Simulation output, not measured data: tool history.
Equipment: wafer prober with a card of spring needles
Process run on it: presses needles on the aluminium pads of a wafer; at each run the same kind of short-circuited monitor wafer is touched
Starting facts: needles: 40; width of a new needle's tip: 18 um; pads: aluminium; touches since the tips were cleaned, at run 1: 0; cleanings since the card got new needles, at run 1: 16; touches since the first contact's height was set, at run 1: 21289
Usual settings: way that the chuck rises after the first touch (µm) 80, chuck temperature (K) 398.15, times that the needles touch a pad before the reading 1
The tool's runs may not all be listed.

run	hour	way that the chuck rises after the first touch (µm)	chuck temperature (K)	times that the needles touch a pad before the reading	touches since the tips were cleaned	cleanings since the card got new needles	touches since the first contact's height was set	resistance of one needle with its contact and lead (mohm)	way that a needle slides on the pad (µm)
1	0	80	398.15	1	0	16	21289	259	18.42
# hour 23.1: tips cleaned on abrasive film
# hour 46.2: tips cleaned on abrasive film
2	51.6	80	398.15	1	1415	18	34631	265	18.4
# hour 66.5: tips cleaned on abrasive film
# hour 88.9: tips cleaned on abrasive film
3	88.9	80	398.15	1	0	20	44263	260	18.38
# hour 112.2: tips cleaned on abrasive film
# hour 135.5: tips cleaned on abrasive film
4	145	80	398.15	1	2475	22	58770	273	18.32
# hour 159.8: tips cleaned on abrasive film
# hour 182.1: tips cleaned on abrasive film
5	193.7	80	398.15	1	3006	24	71346	271	18.29
# hour 202.7: tips cleaned on abrasive film
# hour 216.8: height of the first contact set anew
# hour 225.2: tips cleaned on abrasive film
# hour 248.2: tips cleaned on abrasive film
# hour 267.9: tips cleaned on abrasive film
6	275.7	80	339.15	1	2014	28	15207	254	18.43
# hour 288.3: tips cleaned on abrasive film
# hour 311.7: tips cleaned on abrasive film
7	324.4	80	339.15	1	3312	30	27805	260	18.44
# hour 334.4: tips cleaned on abrasive film
# hour 356.6: tips cleaned on abrasive film
# hour 380.3: tips cleaned on abrasive film
8	393.3	80	398.15	1	3385	33	45613	271	18.32
# hour 402.9: tips cleaned on abrasive film
# hour 426.3: tips cleaned on abrasive film
9	431.1	80	398.15	1	1235	35	55361	263	18.28
# hour 449.3: tips cleaned on abrasive film
# hour 472.7: tips cleaned on abrasive film
10	491.5	80	398.15	1	4871	37	70977	277	18.25
# hour 496.5: tips cleaned on abrasive film
# hour 515: height of the first contact set anew
# hour 520.1: tips cleaned on abrasive film
11	536.7	80	398.15	2	4321	39	5598	268	18.46
# hour 541.7: tips cleaned on abrasive film
# hour 564.9: tips cleaned on abrasive film
# hour 588.1: tips cleaned on abrasive film
12	591.2	80	398.15	3	817	42	19667	263	18.46
# hour 610.5: tips cleaned on abrasive film
# hour 634.5: tips cleaned on abrasive film
13	643.5	80	398.15	3	2341	44	33180	264	18.4
# hour 657.9: tips cleaned on abrasive film
# hour 681: tips cleaned on abrasive film
14	690.5	80	398.15	3	2474	46	45331	261	18.33
# hour 705.3: tips cleaned on abrasive film
# hour 726.3: tips cleaned on abrasive film
15	726.3	65	331.15	3	0	48	54570	244	14.85
# hour 747.9: tips cleaned on abrasive film
# hour 771.9: tips cleaned on abrasive film
16	789.7	65	331.15	3	4621	50	70971	256	14.79
# hour 794.7: tips cleaned on abrasive film
# hour 813.8: height of the first contact set anew
# hour 818.8: tips cleaned on abrasive film
# hour 839.8: tips cleaned on abrasive film
17	839.8	74	347.15	1	0	53	6697	245	17.04
# hour 863.2: tips cleaned on abrasive film
# hour 885.1: tips cleaned on abrasive film
18	902.9	82	300.15	3	4601	55	23009	240	18.9
# hour 907.9: tips cleaned on abrasive film
# hour 929.9: tips cleaned on abrasive film
# hour 953.7: tips cleaned on abrasive film
19	961.5	87	333.15	2	2035	58	38154	246	19.95
# hour 975.3: tips cleaned on abrasive film
# hour 999.2: tips cleaned on abrasive film
# hour 1023.8: tips cleaned on abrasive film
20	1026.6	63	336.15	3	717	61	54958	251	14.38
# hour 1044.5: tips cleaned on abrasive film
# hour 1067.8: tips cleaned on abrasive film
# hour 1088.6: tips cleaned on abrasive film
21	1088.6	63	361.15	1	0	64	70991	256	14.35
# hour 1112.3: tips cleaned on abrasive film
# hour 1112.6: height of the first contact set anew
22	1129.5	72	306.15	2	4392	65	4392	250	16.59
# hour 1134.6: tips cleaned on abrasive film
# hour 1158.2: tips cleaned on abrasive film
23	1166.9	90	306.15	2	2251	67	14025	240	20.73
# hour 1181.7: tips cleaned on abrasive film
# hour 1206.2: tips cleaned on abrasive film
# hour 1228.1: tips cleaned on abrasive film
24	1228.9	84	332.15	1	213	70	30043	244	19.32
# hour 1252.4: tips cleaned on abrasive film
25	1267	84	332.15	1	3802	71	39915	258	19.33
# hour 1276.9: tips cleaned on abrasive film
# hour 1298.9: tips cleaned on abrasive film
# hour 1321.8: tips cleaned on abrasive film
26	1335.1	74	299.15	2	3446	74	57511	247	16.97
# hour 1345: tips cleaned on abrasive film
# hour 1368: tips cleaned on abrasive film
# hour 1392.7: tips cleaned on abrasive film
27	1407.9	74	299.15	2	3940	77	76318	247	16.87
# hour 1412.9: tips cleaned on abrasive film
# hour 1413.2: height of the first contact set anew
# hour 1437.2: tips cleaned on abrasive film
28	1447.6	60	318.15	1	2722	79	8918	269	13.81

Consider 3 possible next runs. They are alternatives, not a sequence: every one starts from the tool as it was left by run 28. What does each give?
# hour 1457.6: tips cleaned on abrasive film
# hour 1481.3: tips cleaned on abrasive film
A	1499.1	93	390.15	1	4612	81	22214	?	?
# hour 1457.6: tips cleaned on abrasive film
# hour 1481.3: tips cleaned on abrasive film
B	1499.1	61	298.15	3	4612	81	22214	?	?
# hour 1457.6: tips cleaned on abrasive film
# hour 1481.3: tips cleaned on abrasive film
C	1499.1	67	317.15	1	4612	81	22214	?	?

run	resistance of one needle with its contact and lead (mohm)	way that a needle slides on the pad (µm)
A	270	21.39
B	248	14.04
C	267	15.39
The same runs, with their run-to-run variation unchanged, on a tool lacking any hidden condition would have given:
run	resistance of one needle with its contact and lead (mohm)	way that a needle slides on the pad (µm)
A	256	21.44
B	235	14.09
C	239	15.44
